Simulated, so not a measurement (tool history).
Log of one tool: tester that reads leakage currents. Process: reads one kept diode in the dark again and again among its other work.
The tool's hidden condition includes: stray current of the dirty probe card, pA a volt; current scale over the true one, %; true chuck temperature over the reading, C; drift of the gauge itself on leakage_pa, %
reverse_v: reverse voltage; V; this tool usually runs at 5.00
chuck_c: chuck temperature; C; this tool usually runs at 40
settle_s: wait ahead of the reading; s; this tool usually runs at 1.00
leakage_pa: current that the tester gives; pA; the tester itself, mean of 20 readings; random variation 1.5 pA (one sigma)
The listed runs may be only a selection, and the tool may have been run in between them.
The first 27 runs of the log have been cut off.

run	day	reverse_v	chuck_c	settle_s	hours of work since the probe card was cleaned	hours of work since the tester was calibrated	hours of work since the chuck was calibrated	leakage_pa
28	28.142	7.03	40	1.00	101	575	547	584.67
29	29.162	1.83	21	0.63	112	586	558	64.75
30	30.075	1.83	21	0.63	121	596	567	64.54
31	30.954	1.83	37	0.63	131	605	576	264.18
32	31.746	18.67	40	1.00	139	613	585	869.71
33	32.825	3.28	41	3.52	150	624	596	465.33
34	33.850	3.28	41	3.52	161	635	607	468.03
35	34.462	1.02	41	0.34	167	642	613	291.33
36	35.717	11.72	40	0.73	180	655	626	724.56
37	36.788	11.72	40	0.73	192	666	637	721.69
38	37.658	11.72	40	0.73	201	675	646	725.29
39	39.092	11.72	40	2.88	216	690	661	726.80

Branching from run 39: 5 alternative next runs. What would each branch give?
A	40.283	15.21	34	1.35	228	702	674	?
B	40.283	14.98	24	1.00	228	702	674	?
C	40.283	5.00	40	9.54	228	702	674	?
D	40.283	2.87	46	1.00	228	702	674	?
E	40.283	11.10	40	0.40	228	702	674	?

run	leakage_pa
A	489.54
B	204.98
C	512.90
D	664.20
E	710.86
The same runs, with their run-to-run variation unchanged, on a tool lacking any hidden condition would have given:
run	leakage_pa
A	469.28
B	192.95
C	496.26
D	644.79
E	686.35
